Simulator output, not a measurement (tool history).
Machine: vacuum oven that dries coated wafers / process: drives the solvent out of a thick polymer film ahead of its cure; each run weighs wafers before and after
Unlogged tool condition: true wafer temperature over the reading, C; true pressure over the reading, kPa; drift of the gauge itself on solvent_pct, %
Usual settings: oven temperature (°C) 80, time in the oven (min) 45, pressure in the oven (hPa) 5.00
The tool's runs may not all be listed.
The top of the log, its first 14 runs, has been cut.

run     day  oven temperature (°C)  time in the oven (min)  pressure in the oven (hPa)  hours of work since the thermocouples were calibrated  hours of work since the vacuum gauge was cleaned of residue  solvent left in the film (%)
 15  41.854                     80                      45                        5.00                                                   1263                                                         2402                          1.52
     43.046  -- oven's thermocouples calibrated
 16  46.067                     80                      45                        5.00                                                     41                                                         2458                          1.50
 17  47.879                     80                      45                        5.00                                                     66                                                         2483                          1.54
 18  51.900                     80                      45                        5.00                                                    121                                                         2538                          1.53
 19  56.217                     80                      45                        5.00                                                    180                                                         2596                          1.52
 20  59.592                     80                      45                        5.00                                                    226                                                         2643                          1.47
 21  61.488                     80                      45                        5.00                                                    251                                                         2668                          1.50
 22  65.562                     80                      24                        5.00                                                    307                                                         2724                          4.82
     69.196  -- vacuum gauge cleaned of residue and calibrated
 23  69.833                     80                      24                        5.00                                                    364                                                            9                          4.83
 24  72.758                     80                      24                        5.00                                                    404                                                           49                          4.84
 25  74.538                     89                      55                        9.13                                                    429                                                           73                          0.26
 26  77.525                     89                      55                        9.13                                                    469                                                          114                          0.28
 27  80.604                     89                      55                        9.13                                                    511                                                          156                          0.26
 28  83.554                     89                      55                        9.13                                                    551                                                          196                          0.25
 29  87.071                     89                      55                        9.13                                                    599                                                          244                          0.27
 30  90.058                     81                      45                       14.39                                                    640                                                          284                          1.53
 31  93.146                     81                      49                        8.16                                                    682                                                          327                          1.13

Estimate the outcome of run 32 from the log above:
 32  96.921                     93                      45                        5.00                                                    734                                                          378                             ?

Run 32 gave solvent left in the film (%) 0.19.
Were there no unlogged condition in the tool, this run, its random variation unchanged, would have produced solvent left in the film (%) 0.19.
